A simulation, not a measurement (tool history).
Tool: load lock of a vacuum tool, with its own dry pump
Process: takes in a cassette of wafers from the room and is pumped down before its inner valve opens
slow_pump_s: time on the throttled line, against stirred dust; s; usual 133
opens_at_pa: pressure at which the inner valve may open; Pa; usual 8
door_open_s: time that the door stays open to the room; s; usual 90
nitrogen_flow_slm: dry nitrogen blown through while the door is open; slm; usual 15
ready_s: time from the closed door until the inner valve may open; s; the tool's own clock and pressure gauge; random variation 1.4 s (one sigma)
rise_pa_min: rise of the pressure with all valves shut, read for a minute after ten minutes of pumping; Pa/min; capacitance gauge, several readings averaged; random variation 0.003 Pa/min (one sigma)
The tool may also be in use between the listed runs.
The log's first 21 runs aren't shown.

run,day,slow_pump_s,opens_at_pa,door_open_s,nitrogen_flow_slm,hours that the pump has run since its overhaul,times that the door has closed on its seal,"incoming humidity of the room's air, %",ready_s,rise_pa_min
22,85.917,82,8,42,15,2775,24296,44.6,190.4,0.192
23,91.888,133,8,166,17,2919,24678,41.5,231.3,0.198
24,97.429,133,8,90,24,3052,25034,45.4,230.6,0.202
25,99.979,133,8,90,24,3113,25197,41.2,231.7,0.213
26,103.179,133,9,90,6,3190,25402,45.6,229.8,0.222
27,105.746,162,16,80,9,3251,25567,46.4,244.8,0.222
28,110.221,162,16,80,9,3359,25854,49.3,243.2,0.23
29,113.358,162,16,60,5,3434,26055,44.6,241.9,0.233
30,117.217,112,8,90,21,3527,26302,44,213.6,0.223
31,123.112,112,8,90,21,3668,26680,47.7,214.3,0.227
32,128.338,112,8,90,21,3793,27015,46.9,215.3,0.234
33,133.933,133,8,89,15,3928,27374,43.2,230.9,0.235
34,138.075,133,8,89,15,4027,27639,46.5,232.3,0.238
35,141.954,194,7,38,22,4120,27888,45.1,280.9,0.227
36,147.433,194,6,38,22,4252,28239,43.8,282.8,0.237
37,150.4,80,6,38,8,4323,28429,47.4,193.2,0.25
38,154.417,128,8,68,15,4419,28687,43.7,227.1,0.249

3 ways to go on from here, each from the tool as it stands after run 38. What would each give?
A,159.592,133,8,91,6,4544,29018,44.1,?,?
B,159.592,128,6,68,15,4544,29018,44.5,?,?
C,159.592,128,8,44,15,4544,29018,47.4,?,?

run,ready_s,rise_pa_min
A,233.5,0.275
B,230.9,0.251
C,227.3,0.263
Without the tool's hidden state the same runs would have given:
run,ready_s,rise_pa_min
A,229.7,0.032
B,226.9,0.016
C,223.4,0.023
